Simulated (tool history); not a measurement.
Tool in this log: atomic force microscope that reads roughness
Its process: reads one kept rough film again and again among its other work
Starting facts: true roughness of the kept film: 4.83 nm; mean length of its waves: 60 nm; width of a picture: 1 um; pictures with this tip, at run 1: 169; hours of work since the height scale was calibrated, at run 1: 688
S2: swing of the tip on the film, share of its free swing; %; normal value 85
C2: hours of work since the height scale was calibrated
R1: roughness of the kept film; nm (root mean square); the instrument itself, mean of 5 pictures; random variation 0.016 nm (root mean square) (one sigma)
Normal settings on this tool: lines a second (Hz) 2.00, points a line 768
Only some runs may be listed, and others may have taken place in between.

Run 1, hour 0.0: usual settings; pictures with this tip 169; C2 688. Result: R1 3.566 nm (root mean square).
Run 2, hour 22.3: usual settings; pictures with this tip 203; C2 700. Result: R1 3.506 nm (root mean square).
At hour 32.2: new tip fitted.
Run 3, hour 69.3: usual settings; pictures with this tip 55; C2 725. Result: R1 3.642 nm (root mean square).
Run 4, hour 99.4: usual settings but lines a second (Hz) 1.61; pictures with this tip 100; C2 741. Result: R1 3.764 nm (root mean square).
Run 5, hour 132.0: usual settings but lines a second (Hz) 1.61; pictures with this tip 149; C2 759. Result: R1 3.696 nm (root mean square).
At hour 175.5: new tip fitted.
Run 6, hour 175.5: usual settings but S2 68 %; pictures with this tip 0; C2 782. Result: R1 4.133 nm (root mean square).
Run 7, hour 218.4: usual settings but S2 68 %; pictures with this tip 64; C2 805. Result: R1 4.088 nm (root mean square).
Run 8, hour 258.6: usual settings but S2 68 %; pictures with this tip 125; C2 826. Result: R1 3.977 nm (root mean square).
Run 9, hour 307.6: usual settings but S2 68 %; pictures with this tip 198; C2 852. Result: R1 3.935 nm (root mean square).
At hour 319.1: new tip fitted.
Run 10, hour 341.4: usual settings but lines a second (Hz) 2.83, S2 66 %, points a line 257; pictures with this tip 34; C2 870. Result: R1 4.020 nm (root mean square).
Run 11, hour 387.4: usual settings but lines a second (Hz) 2.83, S2 66 %, points a line 257; pictures with this tip 102; C2 894. Result: R1 3.918 nm (root mean square).
Run 12, hour 420.4: usual settings but lines a second (Hz) 3.21, S2 67 %, points a line 257; pictures with this tip 152; C2 912. Result: R1 3.794 nm (root mean square).
At hour 461.8: new tip fitted.
Run 13, hour 463.7: usual settings but lines a second (Hz) 3.21, S2 67 %, points a line 257; pictures with this tip 3; C2 935. Result: R1 3.911 nm (root mean square).
Run 14, hour 489.7: usual settings but lines a second (Hz) 0.63, points a line 435; pictures with this tip 42; C2 949. Result: R1 4.145 nm (root mean square).
Run 15, hour 530.0: usual settings but S2 75 %, points a line 318; pictures with this tip 102; C2 970. Result: R1 3.855 nm (root mean square).

4 options for the next run, each taken on its own from the tool as it stands now. Forecast them:
Run A, hour 563.7: usual settings but S2 66 %, points a line 310; pictures with this tip 152; C2 988. Result: R1 ?.
Run B, hour 563.7: usual settings but S2 65 %, points a line 266; pictures with this tip 152; C2 988. Result: R1 ?.
Run C, hour 563.7: usual settings but lines a second (Hz) 3.85, points a line 464; pictures with this tip 152; C2 988. Result: R1 ?.
Run D, hour 563.7: usual settings but lines a second (Hz) 0.71, S2 84 %, points a line 322; pictures with this tip 152; C2 988. Result: R1 ?.

run     R1
  A  4.000
  B  3.966
  C  3.029
  D  3.982
Take away the tool's hidden state, keep each run's random variation, and the runs would have read:
run     R1
  A  4.259
  B  4.223
  C  3.225
  D  4.240
